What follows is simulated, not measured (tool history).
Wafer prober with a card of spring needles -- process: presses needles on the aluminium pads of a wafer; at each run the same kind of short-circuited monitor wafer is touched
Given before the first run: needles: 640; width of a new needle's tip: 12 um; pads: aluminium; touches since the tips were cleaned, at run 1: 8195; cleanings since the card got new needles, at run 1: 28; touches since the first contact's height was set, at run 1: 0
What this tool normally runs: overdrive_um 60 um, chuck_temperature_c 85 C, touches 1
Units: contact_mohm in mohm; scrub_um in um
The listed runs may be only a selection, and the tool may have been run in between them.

run	hour	overdrive_um	chuck_temperature_c	touches	touches since the tips were cleaned	cleanings since the card got new needles	touches since the first contact's height was set	contact_mohm	scrub_um
1	0	60	85	1	8195	28	0	194	12.76
# hour 3.8: tips cleaned on abrasive film
# hour 33: tips cleaned on abrasive film
# hour 58.9: tips cleaned on abrasive film
2	63.9	60	32	1	1710	31	21528	166	12.75
# hour 87.3: tips cleaned on abrasive film
3	99.3	60	32	1	4034	32	33453	175	12.68
# hour 115.3: tips cleaned on abrasive film
# hour 144.2: tips cleaned on abrasive film
4	146.4	48	85	1	749	34	49349	176	10.1
# hour 170.2: tips cleaned on abrasive film
# hour 197.9: tips cleaned on abrasive film
5	206.2	48	32	1	2824	36	69516	180	10.09
# hour 222.6: tips cleaned on abrasive film
# hour 250.6: tips cleaned on abrasive film
6	256.4	48	32	1	1986	38	86439	183	10
# hour 277.3: tips cleaned on abrasive film
# hour 302.2: tips cleaned on abrasive film
7	305.8	48	32	1	1204	40	103071	170	10.02
# hour 331: tips cleaned on abrasive film
8	342.7	48	56	1	3947	41	115525	190	10.1
# hour 357.7: tips cleaned on abrasive film
# hour 384.9: tips cleaned on abrasive film
9	393.1	60	85	1	2780	43	132512	180	12.57
# hour 412.2: tips cleaned on abrasive film
10	424.7	60	85	1	4255	44	143179	183	12.52
# hour 438.2: tips cleaned on abrasive film
# hour 464.2: tips cleaned on abrasive film
11	480.3	60	85	1	5450	46	161915	190	12.49
# hour 490.1: tips cleaned on abrasive film
# hour 516.4: tips cleaned on abrasive film
12	540.4	60	80	1	8126	48	182199	194	12.49
# hour 546.6: tips cleaned on abrasive film
# hour 574.7: tips cleaned on abrasive film
13	597.1	59	85	1	7576	50	201287	196	12.23
# hour 603.3: tips cleaned on abrasive film
# hour 627.8: tips cleaned on abrasive film
14	629.5	59	85	1	564	52	212202	166	12.21
# hour 653.7: tips cleaned on abrasive film
# hour 679.3: tips cleaned on abrasive film
15	692.4	59	85	1	4436	54	233410	189	12.14
# hour 706.3: tips cleaned on abrasive film
# hour 724.7: height of the first contact set anew
16	727.3	59	85	1	7015	55	881	194	12.03
# hour 731.8: tips cleaned on abrasive film
# hour 760.4: tips cleaned on abrasive film
17	780.1	59	85	1	6662	57	18677	192	11.94

Forecast run 18:
# hour 785.2: tips cleaned on abrasive film
# hour 811: tips cleaned on abrasive film
18	811	62	78	1	0	59	29039	?	?

Run 18 produced contact_mohm 163 mohm, scrub_um 12.57 um.
Minus the tool's unlogged condition, the same run would have read contact_mohm 158 mohm, scrub_um 13.17 um.
